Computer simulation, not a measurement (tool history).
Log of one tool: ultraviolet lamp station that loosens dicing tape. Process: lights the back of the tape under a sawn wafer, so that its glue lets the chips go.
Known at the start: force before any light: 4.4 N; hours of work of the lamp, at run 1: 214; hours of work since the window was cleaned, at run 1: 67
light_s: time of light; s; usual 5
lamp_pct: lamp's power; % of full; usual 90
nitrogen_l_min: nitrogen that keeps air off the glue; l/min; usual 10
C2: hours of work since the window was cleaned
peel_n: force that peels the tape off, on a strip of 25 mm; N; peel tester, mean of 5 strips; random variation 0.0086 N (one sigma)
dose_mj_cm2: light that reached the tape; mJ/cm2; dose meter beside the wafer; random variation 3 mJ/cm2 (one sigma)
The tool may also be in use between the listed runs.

{"run": 1, "hour": 0.0, "light_s": 5, "lamp_pct": 90, "nitrogen_l_min": 10, "hours of work of the lamp": 214, "C2": 67, "peel_n": 0.343, "dose_mj_cm2": 445}
{"run": 2, "hour": 42.4, "light_s": 4, "lamp_pct": 90, "nitrogen_l_min": 10, "hours of work of the lamp": 241, "C2": 94, "peel_n": 0.491, "dose_mj_cm2": 354}
{"run": 3, "hour": 67.2, "light_s": 5, "lamp_pct": 64, "nitrogen_l_min": 10, "hours of work of the lamp": 256, "C2": 109, "peel_n": 0.583, "dose_mj_cm2": 316}
{"run": 4, "hour": 94.2, "light_s": 4, "lamp_pct": 90, "nitrogen_l_min": 10, "hours of work of the lamp": 273, "C2": 126, "peel_n": 0.516, "dose_mj_cm2": 358}
{"run": 5, "hour": 118.9, "light_s": 5, "lamp_pct": 90, "nitrogen_l_min": 10, "hours of work of the lamp": 288, "C2": 141, "peel_n": 0.357, "dose_mj_cm2": 437}
{"run": 6, "hour": 158.2, "light_s": 6, "lamp_pct": 90, "nitrogen_l_min": 10, "hours of work of the lamp": 313, "C2": 166, "peel_n": 0.29, "dose_mj_cm2": 524}
{"run": 7, "hour": 192.7, "light_s": 6, "lamp_pct": 90, "nitrogen_l_min": 10, "hours of work of the lamp": 335, "C2": 187, "peel_n": 0.281, "dose_mj_cm2": 534}
{"run": 8, "hour": 222.6, "light_s": 5, "lamp_pct": 69, "nitrogen_l_min": 10, "hours of work of the lamp": 353, "C2": 206, "peel_n": 0.504, "dose_mj_cm2": 343}
{"run": 9, "hour": 253.0, "light_s": 5, "lamp_pct": 69, "nitrogen_l_min": 10, "hours of work of the lamp": 372, "C2": 225, "peel_n": 0.53, "dose_mj_cm2": 336}
{"run": 10, "hour": 296.3, "light_s": 5, "lamp_pct": 69, "nitrogen_l_min": 10, "hours of work of the lamp": 399, "C2": 252, "peel_n": 0.516, "dose_mj_cm2": 345}
{"run": 11, "hour": 336.6, "light_s": 5, "lamp_pct": 90, "nitrogen_l_min": 10, "hours of work of the lamp": 424, "C2": 277, "peel_n": 0.351, "dose_mj_cm2": 445}
{"run": 12, "hour": 360.4, "light_s": 5, "lamp_pct": 90, "nitrogen_l_min": 10, "hours of work of the lamp": 439, "C2": 292, "peel_n": 0.336, "dose_mj_cm2": 444}
{"run": 13, "hour": 397.0, "light_s": 5, "lamp_pct": 90, "nitrogen_l_min": 10, "hours of work of the lamp": 462, "C2": 315, "peel_n": 0.35, "dose_mj_cm2": 441}
{"run": 14, "hour": 425.2, "light_s": 5, "lamp_pct": 90, "nitrogen_l_min": 10, "hours of work of the lamp": 480, "C2": 332, "peel_n": 0.352, "dose_mj_cm2": 442}
{"run": 15, "hour": 466.4, "light_s": 5, "lamp_pct": 90, "nitrogen_l_min": 6, "hours of work of the lamp": 505, "C2": 358, "peel_n": 0.45, "dose_mj_cm2": 437}
{"run": 16, "hour": 491.3, "light_s": 5, "lamp_pct": 72, "nitrogen_l_min": 10, "hours of work of the lamp": 521, "C2": 374, "peel_n": 0.506, "dose_mj_cm2": 354}
{"run": 17, "hour": 525.7, "light_s": 5, "lamp_pct": 72, "nitrogen_l_min": 10, "hours of work of the lamp": 542, "C2": 395, "peel_n": 0.502, "dose_mj_cm2": 357}
{"run": 18, "hour": 557.3, "light_s": 5, "lamp_pct": 72, "nitrogen_l_min": 10, "hours of work of the lamp": 562, "C2": 415, "peel_n": 0.495, "dose_mj_cm2": 352}
{"run": 19, "hour": 591.2, "light_s": 5, "lamp_pct": 72, "nitrogen_l_min": 10, "hours of work of the lamp": 583, "C2": 436, "peel_n": 0.517, "dose_mj_cm2": 351}
{"hour": 631.2, "done": "lamp changed"}
{"run": 20, "hour": 637.3, "light_s": 5, "lamp_pct": 72, "nitrogen_l_min": 10, "hours of work of the lamp": 4, "C2": 464, "peel_n": 0.495, "dose_mj_cm2": 356}
{"run": 21, "hour": 686.8, "light_s": 5, "lamp_pct": 90, "nitrogen_l_min": 10, "hours of work of the lamp": 35, "C2": 495, "peel_n": 0.366, "dose_mj_cm2": 445}
{"run": 22, "hour": 736.5, "light_s": 7, "lamp_pct": 90, "nitrogen_l_min": 10, "hours of work of the lamp": 66, "C2": 526, "peel_n": 0.234, "dose_mj_cm2": 629}
{"run": 23, "hour": 778.0, "light_s": 5, "lamp_pct": 87, "nitrogen_l_min": 3, "hours of work of the lamp": 92, "C2": 552, "peel_n": 0.687, "dose_mj_cm2": 432}
{"run": 24, "hour": 802.3, "light_s": 2, "lamp_pct": 82, "nitrogen_l_min": 3, "hours of work of the lamp": 107, "C2": 567, "peel_n": 2.045, "dose_mj_cm2": 162}
{"run": 25, "hour": 842.8, "light_s": 2, "lamp_pct": 86, "nitrogen_l_min": 5, "hours of work of the lamp": 132, "C2": 592, "peel_n": 1.703, "dose_mj_cm2": 169}
{"run": 26, "hour": 882.4, "light_s": 4, "lamp_pct": 90, "nitrogen_l_min": 5, "hours of work of the lamp": 157, "C2": 617, "peel_n": 0.72, "dose_mj_cm2": 360}
{"run": 27, "hour": 934.8, "light_s": 4, "lamp_pct": 90, "nitrogen_l_min": 5, "hours of work of the lamp": 189, "C2": 650, "peel_n": 0.7, "dose_mj_cm2": 357}
{"run": 28, "hour": 958.1, "light_s": 10, "lamp_pct": 71, "nitrogen_l_min": 9, "hours of work of the lamp": 204, "C2": 664, "peel_n": 0.24, "dose_mj_cm2": 702}
{"hour": 996.6, "done": "window cleaned of glue's vapour"}
{"run": 29, "hour": 997.5, "light_s": 5, "lamp_pct": 87, "nitrogen_l_min": 6, "hours of work of the lamp": 228, "C2": 1, "peel_n": 0.479, "dose_mj_cm2": 429}
{"run": 30, "hour": 1047.7, "light_s": 5, "lamp_pct": 77, "nitrogen_l_min": 6, "hours of work of the lamp": 260, "C2": 32, "peel_n": 0.593, "dose_mj_cm2": 380}
{"run": 31, "hour": 1083.1, "light_s": 2, "lamp_pct": 77, "nitrogen_l_min": 5, "hours of work of the lamp": 282, "C2": 54, "peel_n": 1.897, "dose_mj_cm2": 155}
{"run": 32, "hour": 1119.0, "light_s": 2, "lamp_pct": 77, "nitrogen_l_min": 5, "hours of work of the lamp": 304, "C2": 76, "peel_n": 1.89, "dose_mj_cm2": 152}
{"run": 33, "hour": 1164.6, "light_s": 2, "lamp_pct": 77, "nitrogen_l_min": 5, "hours of work of the lamp": 333, "C2": 105, "peel_n": 1.905, "dose_mj_cm2": 154}
{"run": 34, "hour": 1191.2, "light_s": 2, "lamp_pct": 77, "nitrogen_l_min": 5, "hours of work of the lamp": 349, "C2": 121, "peel_n": 1.938, "dose_mj_cm2": 149}
{"run": 35, "hour": 1237.1, "light_s": 2, "lamp_pct": 77, "nitrogen_l_min": 5, "hours of work of the lamp": 378, "C2": 150, "peel_n": 1.848, "dose_mj_cm2": 154}

Forecast run 36:
{"run": 36, "hour": 1276.6, "light_s": 8, "lamp_pct": 73, "nitrogen_l_min": 4, "hours of work of the lamp": 402, "C2": 175, "peel_n": "?", "dose_mj_cm2": "?"}

{"run 36": {"peel_n": 0.387, "dose_mj_cm2": 573}}
Without the tool's hidden state the same run would have given peel_n 0.386 N, dose_mj_cm2 574 mJ/cm2.
